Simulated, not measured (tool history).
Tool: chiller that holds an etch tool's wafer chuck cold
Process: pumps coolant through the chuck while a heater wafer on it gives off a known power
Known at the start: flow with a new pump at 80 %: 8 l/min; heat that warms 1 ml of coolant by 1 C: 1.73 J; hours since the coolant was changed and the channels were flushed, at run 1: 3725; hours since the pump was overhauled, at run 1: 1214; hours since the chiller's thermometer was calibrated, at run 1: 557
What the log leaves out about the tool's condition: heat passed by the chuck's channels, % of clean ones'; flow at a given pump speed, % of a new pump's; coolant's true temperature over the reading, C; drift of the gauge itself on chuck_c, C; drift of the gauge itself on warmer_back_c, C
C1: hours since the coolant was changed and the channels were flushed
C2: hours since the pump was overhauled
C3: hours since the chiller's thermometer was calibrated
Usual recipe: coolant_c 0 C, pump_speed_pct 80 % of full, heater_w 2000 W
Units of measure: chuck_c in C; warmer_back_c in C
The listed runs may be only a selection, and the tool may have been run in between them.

run 1 hour=0 | coolant_c=0 pump_speed_pct=80 heater_w=2000 | C1=3725 C2=1214 C3=557 | chuck_c=22.7 warmer_back_c=8.73
run 2 hour=38.8 | coolant_c=0 pump_speed_pct=80 heater_w=2000 | C1=3764 C2=1253 C3=596 | chuck_c=22.7 warmer_back_c=8.59
run 3 hour=83.6 | coolant_c=0 pump_speed_pct=80 heater_w=2000 | C1=3809 C2=1298 C3=641 | chuck_c=22.5 warmer_back_c=8.59
run 4 hour=116.9 | coolant_c=0 pump_speed_pct=80 heater_w=2000 | C1=3842 C2=1331 C3=674 | chuck_c=22.6 warmer_back_c=8.68
run 5 hour=150.3 | coolant_c=0 pump_speed_pct=80 heater_w=2000 | C1=3875 C2=1364 C3=708 | chuck_c=22.7 warmer_back_c=8.64
run 6 hour=196.4 | coolant_c=0 pump_speed_pct=80 heater_w=2000 | C1=3921 C2=1410 C3=754 | chuck_c=22.8 warmer_back_c=8.56
run 7 hour=244.4 | coolant_c=0 pump_speed_pct=79 heater_w=2000 | C1=3969 C2=1459 C3=802 | chuck_c=22.9 warmer_back_c=8.72
run 8 hour=268.6 | coolant_c=0 pump_speed_pct=79 heater_w=2000 | C1=3994 C2=1483 C3=826 | chuck_c=22.9 warmer_back_c=8.77
run 9 hour=314.7 | coolant_c=0 pump_speed_pct=80 heater_w=2000 | C1=4040 C2=1529 C3=872 | chuck_c=22.4 warmer_back_c=8.61
run 10 hour=340.5 | coolant_c=5 pump_speed_pct=80 heater_w=2000 | C1=4065 C2=1555 C3=898 | chuck_c=27.8 warmer_back_c=8.64
run 11 hour=392 | coolant_c=5 pump_speed_pct=73 heater_w=2000 | C1=4117 C2=1606 C3=949 | chuck_c=29.6 warmer_back_c=9.49
run 12 hour=420 | coolant_c=0 pump_speed_pct=80 heater_w=2000 | C1=4145 C2=1634 C3=977 | chuck_c=22.8 warmer_back_c=8.54
run 13 hour=469.2 | coolant_c=0 pump_speed_pct=85 heater_w=2000 | C1=4194 C2=1683 C3=1027 | chuck_c=21.5 warmer_back_c=7.89
run 14 hour=515.5 | coolant_c=-9 pump_speed_pct=80 heater_w=2000 | C1=4241 C2=1730 C3=1073 | chuck_c=13.7 warmer_back_c=8.53
run 15 hour=547.3 | coolant_c=-9 pump_speed_pct=80 heater_w=2000 | C1=4272 C2=1761 C3=1105 | chuck_c=13.6 warmer_back_c=8.42
run 16 hour=593.2 | coolant_c=0 pump_speed_pct=80 heater_w=2000 | C1=4318 C2=1807 C3=1151 | chuck_c=22.6 warmer_back_c=8.42
run 17 hour=636.4 | coolant_c=-6 pump_speed_pct=94 heater_w=2537 | C1=4361 C2=1850 C3=1194 | chuck_c=18.9 warmer_back_c=9
run 18 hour=687.9 | coolant_c=5 pump_speed_pct=94 heater_w=1165 | C1=4413 C2=1902 C3=1245 | chuck_c=16.7 warmer_back_c=3.98
-- hour=713.8 coolant changed, channels flushed
run 19 hour=745 | coolant_c=-7 pump_speed_pct=64 heater_w=1138 | C1=31 C2=1953 C3=1296 | chuck_c=8.7 warmer_back_c=6.11
run 20 hour=779.2 | coolant_c=-7 pump_speed_pct=64 heater_w=1138 | C1=65 C2=1987 C3=1331 | chuck_c=8.7 warmer_back_c=6.12
run 21 hour=821 | coolant_c=-1 pump_speed_pct=90 heater_w=2634 | C1=107 C2=2029 C3=1372 | chuck_c=25.9 warmer_back_c=9.71
run 22 hour=867.1 | coolant_c=2 pump_speed_pct=67 heater_w=2266 | C1=153 C2=2075 C3=1419 | chuck_c=32.1 warmer_back_c=11.73
run 23 hour=896.5 | coolant_c=2 pump_speed_pct=67 heater_w=2266 | C1=183 C2=2105 C3=1448 | chuck_c=32 warmer_back_c=11.71
run 24 hour=940 | coolant_c=2 pump_speed_pct=67 heater_w=2266 | C1=226 C2=2148 C3=1491 | chuck_c=32 warmer_back_c=11.74
run 25 hour=993.2 | coolant_c=2 pump_speed_pct=88 heater_w=1733 | C1=279 C2=2201 C3=1545 | chuck_c=20 warmer_back_c=6.44
-- hour=1001.2 gauge calibrated
run 26 hour=1035 | coolant_c=2 pump_speed_pct=88 heater_w=1733 | C1=321 C2=2243 C3=1586 | chuck_c=20 warmer_back_c=6.8
run 27 hour=1058.1 | coolant_c=2 pump_speed_pct=69 heater_w=2854 | C1=344 C2=2266 C3=1609 | chuck_c=39 warmer_back_c=14.73
run 28 hour=1099.5 | coolant_c=2 pump_speed_pct=84 heater_w=1368 | C1=386 C2=2308 C3=1651 | chuck_c=16.7 warmer_back_c=5.57
run 29 hour=1133.6 | coolant_c=2 pump_speed_pct=83 heater_w=2612 | C1=420 C2=2342 C3=1685 | chuck_c=30.5 warmer_back_c=10.81
run 30 hour=1163.1 | coolant_c=2 pump_speed_pct=83 heater_w=2612 | C1=449 C2=2371 C3=1715 | chuck_c=30.6 warmer_back_c=10.83
run 31 hour=1201 | coolant_c=-6 pump_speed_pct=80 heater_w=1225 | C1=487 C2=2409 C3=1752 | chuck_c=7.9 warmer_back_c=5.23
run 32 hour=1237 | coolant_c=0 pump_speed_pct=90 heater_w=2000 | C1=523 C2=2445 C3=1788 | chuck_c=20.5 warmer_back_c=7.44

Branching from run 32: 4 alternative next runs. What would each branch give?
run A hour=1289.4 | coolant_c=0 pump_speed_pct=80 heater_w=1429 | C1=576 C2=2497 C3=1841 | chuck_c=? warmer_back_c=?
run B hour=1289.4 | coolant_c=2 pump_speed_pct=70 heater_w=2214 | C1=576 C2=2497 C3=1841 | chuck_c=? warmer_back_c=?
run C hour=1289.4 | coolant_c=0 pump_speed_pct=73 heater_w=2000 | C1=576 C2=2497 C3=1841 | chuck_c=? warmer_back_c=?
run D hour=1289.4 | coolant_c=-10 pump_speed_pct=90 heater_w=2000 | C1=576 C2=2497 C3=1841 | chuck_c=? warmer_back_c=?

run=A chuck_c=16 warmer_back_c=6.11
run=B chuck_c=30.3 warmer_back_c=11.1
run=C chuck_c=24.6 warmer_back_c=9.48
run=D chuck_c=10.5 warmer_back_c=7.54
With no hidden state in the tool, these same runs would have given:
run=A chuck_c=16 warmer_back_c=6.2
run=B chuck_c=30.3 warmer_back_c=11.18
run=C chuck_c=24.6 warmer_back_c=9.57
run=D chuck_c=10.5 warmer_back_c=7.63
